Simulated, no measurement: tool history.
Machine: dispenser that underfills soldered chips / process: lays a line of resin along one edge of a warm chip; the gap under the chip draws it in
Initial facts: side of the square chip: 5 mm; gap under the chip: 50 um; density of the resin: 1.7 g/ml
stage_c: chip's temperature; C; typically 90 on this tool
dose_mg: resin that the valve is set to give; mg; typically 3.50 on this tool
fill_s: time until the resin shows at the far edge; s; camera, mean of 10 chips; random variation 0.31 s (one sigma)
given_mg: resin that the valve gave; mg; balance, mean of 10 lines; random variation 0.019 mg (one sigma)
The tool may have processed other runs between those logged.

run,day,stage_c,dose_mg,fill_s,given_mg
1,0.000,90,3.50,11.1,3.45
2,0.188,90,3.50,13.5,3.42
# day 0.388: new syringe of resin
3,0.538,90,3.50,9.3,3.44
4,0.821,90,3.50,12.7,3.43
# day 1.004: new syringe of resin
5,1.104,90,3.50,9.1,3.45
6,1.258,90,3.50,11.0,3.40
7,1.554,90,3.50,15.3,3.42
# day 1.612: new syringe of resin
8,1.762,90,3.50,9.7,3.37
9,2.038,90,3.50,13.4,3.41
# day 2.250: new syringe of resin
10,2.304,91,3.50,8.2,3.42
11,2.496,91,3.50,10.7,3.36
12,2.825,91,3.50,14.8,3.34
# day 2.858: new syringe of resin
13,3.100,91,3.50,10.5,3.34
14,3.267,87,3.88,14.6,3.66
# day 3.479: new syringe of resin
15,3.533,90,4.47,8.8,4.29
16,3.846,103,3.94,7.0,3.76
# day 4.100: new syringe of resin
17,4.104,84,3.49,10.7,3.27
18,4.383,84,4.26,14.8,4.01
19,4.612,84,4.26,18.8,3.98
# day 4.712: new syringe of resin
20,4.917,102,4.26,6.0,3.97
21,5.221,86,3.87,16.9,3.60
# day 5.329: new syringe of resin
22,5.542,86,3.87,12.4,3.59
23,5.825,98,4.09,10.3,3.80
# day 5.942: new syringe of resin
24,6.067,92,3.29,8.9,3.02

How would selected steps in fill_s from run to run divide? Give the signed amount a tool lacking its hidden state would still show from settings, what came in and random variation, and the signed amount left for the hidden state, including any gauge scatter that is not in both of the compared results.
Hidden state present: resin's viscosity, % of fresh resin's; dose that the valve gives, % of what is set; true chip temperature over the reading, C; drift of the gauge itself on fill_s, %; drift of the gauge itself on given_mg, %.
Run 19 -> 20: stage_c 84 -> 102, new syringe of resin. fill_s -12.8 s: hidden state -7.1, all else -5.7.
Run 20 -> 21: stage_c 102 -> 86, dose_mg 4.26 -> 3.87. fill_s +10.9 s: hidden state +6.2, all else +4.7.
